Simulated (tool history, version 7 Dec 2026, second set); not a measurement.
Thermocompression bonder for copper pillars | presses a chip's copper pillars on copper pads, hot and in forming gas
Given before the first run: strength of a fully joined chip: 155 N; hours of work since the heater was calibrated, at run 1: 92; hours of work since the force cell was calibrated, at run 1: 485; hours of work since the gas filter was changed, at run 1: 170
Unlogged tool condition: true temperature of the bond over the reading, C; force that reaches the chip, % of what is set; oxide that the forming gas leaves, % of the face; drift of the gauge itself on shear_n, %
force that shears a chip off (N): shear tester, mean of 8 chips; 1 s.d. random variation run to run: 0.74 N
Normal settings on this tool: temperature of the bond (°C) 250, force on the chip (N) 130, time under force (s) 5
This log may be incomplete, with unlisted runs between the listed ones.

run    hour  temperature of the bond (°C)  force on the chip (N)  time under force (s)  hours of work since the heater was calibrated  hours of work since the force cell was calibrated  hours of work since the gas filter was changed  force that shears a chip off (N)
  1       0                           250                    130                     5                                             92                                                485                                             170                              54.2
  2    79.3                           232                    130                     5                                            149                                                542                                             227                              34.7
  3   113.9                           232                    130                     5                                            174                                                566                                             252                              35.4
  4   149.3                           250                    130                    13                                            199                                                592                                             278                              71.4
  5   218.9                           250                    130                    13                                            249                                                642                                             327                              69.3
  6   264.8                           250                    130                     5                                            282                                                675                                             360                              49.6
  7   305.5                           272                    130                     5                                            311                                                704                                             389                                70
  8   384.9                           272                    130                     5                                            368                                                761                                             446                              68.4
  9   424.7                           250                    130                     5                                            396                                                789                                             475                              45.6
      461.7  -- forming gas filter changed
 10   490.8                           250                    130                     5                                            443                                                836                                              21                              49.4
 11   555.7                           250                    130                     5                                            490                                                883                                              67                                48
 12   625.9                           250                    130                    15                                            540                                                933                                             118                              73.5
 13   677.1                           250                    130                    15                                            577                                                970                                             154                              73.6
 14   711.8                           250                    130                    15                                            602                                                995                                             179                              71.1
 15   781.6                           273                     94                     3                                            652                                               1045                                             229                              41.8
 16     858                           273                     94                     3                                            707                                               1100                                             284                              41.8
 17   940.1                           268                    130                     3                                            766                                               1159                                             343                              50.6
 18  1016.5                           266                    130                     3                                            820                                               1213                                             398                              47.9
 19    1067                           266                    130                     3                                            857                                               1249                                             434                              47.4
 20  1146.7                           266                    130                     3                                            914                                               1307                                             491                              46.5
     1162.5  -- forming gas filter changed
     1180.7  -- force cell calibrated
 21  1211.2                           245                    169                     5                                            959                                                 22                                              34                              54.4
 22  1267.9                           221                    106                     5                                            999                                                 63                                              75                              19.7
 23  1336.3                           221                    106                     5                                           1048                                                112                                             124                              20.1
 24  1404.2                           221                    106                     5                                           1097                                                160                                             172                              19.5
 25    1452                           221                    105                     5                                           1131                                                195                                             207                              17.9
 26  1508.6                           271                    105                     3                                           1172                                                235                                             247                                44

Alternative continuations, all from the tool just after run 26; predict every row:
  A  1582.8                           265                    104                     5                                           1225                                                288                                             300                                 ?
  B  1582.8                           239                     78                     4                                           1225                                                288                                             300                                 ?
  C  1582.8                           242                     82                     5                                           1225                                                288                                             300                                 ?
  D  1582.8                           234                    115                     4                                           1225                                                288                                             300                                 ?
  E  1582.8                           250                    181                     5                                           1225                                                288                                             300                                 ?

run  force that shears a chip off (N)
  A                              47.6
  B                              18.8
  C                              23.1
  D                              24.9
  E                              59.5
Take away the tool's hidden state, keep each run's random variation, and the runs would have read:
run  force that shears a chip off (N)
  A                                59
  B                              24.2
  C                              29.9
  D                              32.2
  E                              73.4

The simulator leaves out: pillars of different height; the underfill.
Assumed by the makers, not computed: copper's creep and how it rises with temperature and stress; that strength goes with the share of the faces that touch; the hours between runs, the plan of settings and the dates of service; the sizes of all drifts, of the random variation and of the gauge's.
